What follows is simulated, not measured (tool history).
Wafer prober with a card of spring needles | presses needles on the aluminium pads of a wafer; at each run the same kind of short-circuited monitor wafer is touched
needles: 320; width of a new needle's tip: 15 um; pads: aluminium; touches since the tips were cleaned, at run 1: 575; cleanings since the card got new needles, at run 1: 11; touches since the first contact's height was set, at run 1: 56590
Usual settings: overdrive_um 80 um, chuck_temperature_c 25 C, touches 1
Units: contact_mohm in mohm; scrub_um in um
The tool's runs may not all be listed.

run,day,overdrive_um,chuck_temperature_c,touches,touches since the tips were cleaned,cleanings since the card got new needles,touches since the first contact's height was set,contact_mohm,scrub_um
1,0.000,80,25,1,575,11,56590,181,13.55
2,0.488,80,25,1,4231,11,60246,200,13.57
# day 0.608: tips cleaned on abrasive film
3,1.017,80,37,1,3064,12,64178,213,13.43
# day 1.242: tips cleaned on abrasive film
4,1.433,80,37,1,1415,13,67250,190,13.34
# day 1.879: tips cleaned on abrasive film
5,2.046,80,37,1,1236,14,71798,191,13.40
6,2.442,80,31,1,4214,14,74776,203,13.36
# day 2.512: tips cleaned on abrasive film
7,3.004,64,109,1,3697,15,78960,226,10.60
# day 3.183: tips cleaned on abrasive film
8,3.738,68,25,2,4138,16,84403,196,11.31

The next listed run, before its measurement:
# day 3.871: tips cleaned on abrasive film
9,4.204,68,25,2,2478,17,87865,?,?

contact_mohm: 194 mohm
scrub_um: 11.34 um
Without the tool's hidden state the same run would have given contact_mohm 178 mohm, scrub_um 11.75 um.
